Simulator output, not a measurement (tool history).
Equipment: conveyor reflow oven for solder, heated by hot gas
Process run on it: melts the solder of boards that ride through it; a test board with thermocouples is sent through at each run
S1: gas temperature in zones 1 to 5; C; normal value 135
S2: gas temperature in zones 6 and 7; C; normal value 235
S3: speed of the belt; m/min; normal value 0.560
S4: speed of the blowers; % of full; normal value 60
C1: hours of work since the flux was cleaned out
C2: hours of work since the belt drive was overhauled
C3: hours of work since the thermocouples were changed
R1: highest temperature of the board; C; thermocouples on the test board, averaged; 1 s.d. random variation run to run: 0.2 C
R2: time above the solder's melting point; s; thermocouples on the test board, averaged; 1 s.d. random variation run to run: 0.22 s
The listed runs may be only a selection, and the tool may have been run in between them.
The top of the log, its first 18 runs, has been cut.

run	day	S1	S2	S3	S4	C1	C2	C3	R1	R2
19	17.842	140	228	0.570	60	36	172	519	206.4	44.4
20	19.050	135	235	0.632	60	57	193	540	206.6	37.6
21	20.254	135	235	0.632	60	78	214	561	206.5	37.7
22	21.062	135	235	0.632	60	92	228	575	206.7	37.9
23	22.142	133	235	0.555	56	111	246	594	209.7	46.2
24	22.925	139	244	0.491	61	124	260	607	225.2	70.1
25	23.917	135	235	0.641	80	142	277	625	213.2	44.2
26	24.850	129	235	0.498	60	158	293	641	214.6	56.2
27	25.450	129	235	0.498	60	168	304	651	214.5	56.7
28	26.271	134	235	0.560	51	182	318	665	206.5	42.4
# day 26.700: flux residue cleaned out of gas plates and filters
29	27.850	134	235	0.560	51	20	342	689	207.8	43.9
30	29.146	134	235	0.560	51	42	364	711	207.7	43.9

Branching from run 30: 5 alternative next runs. What would each branch give?
A	30.142	144	235	0.560	75	60	381	729	?	?
B	30.142	134	246	0.560	51	60	381	729	?	?
C	30.142	134	235	0.475	51	60	381	729	?	?
D	30.142	134	235	0.600	51	60	381	729	?	?
E	30.142	135	249	0.494	68	60	381	729	?	?

run	R1	R2
A	219.7	59.9
B	215.9	52.4
C	214.4	61.2
D	204.4	36.9
E	231.7	73.4
Without the tool's hidden state the same runs would have given:
run	R1	R2
A	217.4	57.9
B	213.8	50.0
C	212.0	58.2
D	202.4	34.2
E	229.3	71.3

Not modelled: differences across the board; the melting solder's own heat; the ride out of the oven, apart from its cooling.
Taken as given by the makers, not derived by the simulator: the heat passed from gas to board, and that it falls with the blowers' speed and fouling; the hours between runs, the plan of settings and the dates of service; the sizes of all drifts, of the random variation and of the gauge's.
